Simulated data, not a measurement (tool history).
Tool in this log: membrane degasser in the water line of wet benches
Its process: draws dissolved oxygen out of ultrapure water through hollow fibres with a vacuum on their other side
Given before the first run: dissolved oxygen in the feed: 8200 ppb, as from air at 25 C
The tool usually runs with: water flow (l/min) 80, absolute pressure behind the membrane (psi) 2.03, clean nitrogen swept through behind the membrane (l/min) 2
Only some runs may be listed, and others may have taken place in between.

run,hour,water flow (l/min),absolute pressure behind the membrane (psi),clean nitrogen swept through behind the membrane (l/min),dissolved oxygen in the water behind the degasser (ppb),pressure that the water loses in the fibres (psi)
1,0,80,2.03,2,815.7,8.052
2,167.6,74,2.03,2,769,7.467
3,257.9,91,2.03,2,902.6,9.182
4,386.1,80,2.03,2.08,798,8.058
5,494.7,80,2.03,1.66,934.4,8.045
6,586.3,80,4.61,1.66,2114.9,8.054
7,734,80,4.61,1.66,2116.7,8.103
8,889.1,80,4.61,1.66,2110.1,8.082
9,1040,80,4.61,1.66,2116,8.064
10,1137.8,80,4.61,1.66,2121.8,8.109
11,1313.6,80,4.61,1.66,2112.9,8.122
12,1453.2,80,4.61,1.66,2105,8.125
13,1628.7,80,2.03,2,820.8,8.167
# hour 1644.3: seals of the vacuum lines changed
14,1791,80,2.03,2,819.4,8.092
15,1965,80,2.03,2,822.3,8.086
16,2066.9,80,2.03,2,824.7,8.158
17,2213.4,80,1.45,1.56,650.4,8.145
18,2346.2,80,1.45,1.56,650.6,8.154
19,2436.8,80,1.45,2.27,496.3,8.186
20,2561.5,70,2.06,1.44,954.5,7.198
# hour 2667.4: membrane cartridge changed
21,2717.1,70,1.33,3.8,255.8,6.699
22,2795.3,80,2.03,1.99,818.9,7.583
23,2960.9,50,3.29,2.54,792.7,4.785
24,3049,50,3.29,2.54,791.4,4.75
25,3225.2,110,1.36,3.68,417.2,10.524
26,3325.7,110,1.36,3.68,416.8,10.533
27,3443.7,57,1.91,1.21,855.6,5.475
28,3539.5,57,1.91,1.21,853.9,5.484
29,3613.5,73,2.03,4.68,383.4,7.007
30,3688.5,106,2.03,0.89,1651.9,10.134
# hour 3730.2: vacuum gauge calibrated
31,3851.9,106,2.03,0.89,1634.7,10.151
32,3975.4,98,1.52,1.37,857,9.416

What if the next run were any one of these 3? Each begins from the tool's condition after run 32:
A,4107.4,53,3.12,4.44,?,?
B,4107.4,93,1.32,0.92,?,?
C,4107.4,74,1.52,3.66,?,?

run,dissolved oxygen in the water behind the degasser (ppb),pressure that the water loses in the fibres (psi)
A,488.7,5.107
B,869.3,8.942
C,331.2,7.116
Without the tool's unlogged condition, the same runs would have read:
run,dissolved oxygen in the water behind the degasser (ppb),pressure that the water loses in the fibres (psi)
A,485.9,5.056
B,871.7,8.852
C,329.7,7.044
